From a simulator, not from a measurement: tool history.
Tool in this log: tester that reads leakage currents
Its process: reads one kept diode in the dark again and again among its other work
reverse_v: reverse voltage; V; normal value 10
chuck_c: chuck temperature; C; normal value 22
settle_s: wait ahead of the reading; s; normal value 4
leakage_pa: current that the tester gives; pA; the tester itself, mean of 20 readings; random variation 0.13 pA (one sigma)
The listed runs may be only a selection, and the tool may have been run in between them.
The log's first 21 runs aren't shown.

run    hour  reverse_v  chuck_c  settle_s  leakage_pa
 22  1117.9         10       25      1.17       54.92
 23  1159.1         10       25      1.17       55.08
     1173.6  -- chuck's temperature calibrated
     1193.4  -- tester calibrated, once more
 24  1202.1         10       35      4.81      142.91
 25  1231.4        4.5       35      2.03      106.95
 26  1267.7        4.5       35      2.03      107.63
 27  1326.4        1.4       25      5.08       29.02
 28  1366.7        4.1       36      5.37      110.79
 29  1436.7        2.7       36      8.63       94.98
 30  1474.6        9.6       21         4       48.06
 31  1546.7         10       22      2.86       53.08
 32  1591.9        3.1       32      2.86       69.92
 33  1639.6        5.9       50      8.26      384.68
 34  1677.9        5.9       50      8.26      380.53
 35  1724.7        5.9       44      8.26      234.44
 36  1774.1        5.9       44      8.26      232.44
 37  1814.4        5.1       34      3.18       97.05
     1843.8  -- probe card cleaned and baked
 38  1867.3        5.1       28      0.53       51.51
 39  1921.1        5.1       28      0.53       51.18

Each row is a separate what-if for the run after 39, all from the same tool condition, not one after another. Results?
  A  1986.1       18.5       32      0.53           ?
  B  1986.1        3.1       39      4.65           ?
  C  1986.1        2.2       22      0.58           ?

run  leakage_pa
  A      115.38
  B      113.98
  C       21.78
Without the tool's unlogged condition, the same runs would have read:
run  leakage_pa
  A      126.33
  B      127.65
  C       24.35

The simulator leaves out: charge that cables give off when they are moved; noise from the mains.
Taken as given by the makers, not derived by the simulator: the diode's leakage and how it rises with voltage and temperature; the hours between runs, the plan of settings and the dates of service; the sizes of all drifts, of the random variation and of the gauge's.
